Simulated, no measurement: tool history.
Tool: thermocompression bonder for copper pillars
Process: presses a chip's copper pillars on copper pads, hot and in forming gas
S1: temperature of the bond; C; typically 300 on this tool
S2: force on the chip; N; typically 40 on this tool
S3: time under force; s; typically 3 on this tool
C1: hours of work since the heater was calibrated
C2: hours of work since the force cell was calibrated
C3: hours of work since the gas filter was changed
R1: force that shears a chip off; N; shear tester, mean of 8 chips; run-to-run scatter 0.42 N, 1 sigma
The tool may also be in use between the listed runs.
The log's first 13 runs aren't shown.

run     day   S1  S2  S3   C1   C2   C3     R1
 14   3.775  300  40   3  375  208  109   93.6
 15   4.000  300  40   4  379  211  113  100.6
 16   4.233  300  40   3  382  215  116   93.7
 17   4.458  305  40   3  385  218  119   97.9
 18   4.700  300  40   3  389  222  123   94.0
 19   5.100  309  40   3  395  228  129  100.0
 20   5.396  309  40   3  399  232  133   99.6
 21   5.758  309  40   3  404  237  138   99.8
 22   6.071  307  46   4  409  242  143  110.8
 23   6.296  300  42   2  412  245  146   85.0
 24   6.658  300  42   2  418  251  152   85.8
 25   7.067  300  50   2  424  257  158   91.9
 26   7.429  329  25   3  429  262  163   93.9
 27   7.817  329  25   3  435  268  169   93.8
 28   8.196  300  58   3  440  273  174  106.9
 29   8.567  278  28   3  446  279  180   64.5
 30   8.783  278  26   3  449  282  183   61.5
 31   9.038  276  25   7  453  286  187   79.2
 32   9.229  276  25   7  456  288  190   79.1
 33   9.404  276  25   7  458  291  192   79.3
 34   9.683  276  43   2  462  295  196   68.8
 35   9.938  289  49   4  466  299  200  100.9
 36  10.179  324  30   3  470  302  204   97.1
 37  10.583  300  55   3  475  308  210  105.5
 38  10.779  300  55   3  478  311  212  104.8

Consider 4 possible next runs. They are alternatives, not a sequence: every one starts from the tool as it was left by run 38. What does each give?
  A  11.042  320  40   8  482  315  216   ?
  B  11.042  292  59   2  482  315  216   ?
  C  11.042  327  29   3  482  315  216   ?
  D  11.042  300  55   4  482  315  216   ?

run     R1
  A  124.5
  B   92.9
  C   97.1
  D  111.6
Without the tool's unlogged condition, the same runs would have read:
run     R1
  A  128.6
  B   94.5
  C   99.3
  D  114.4
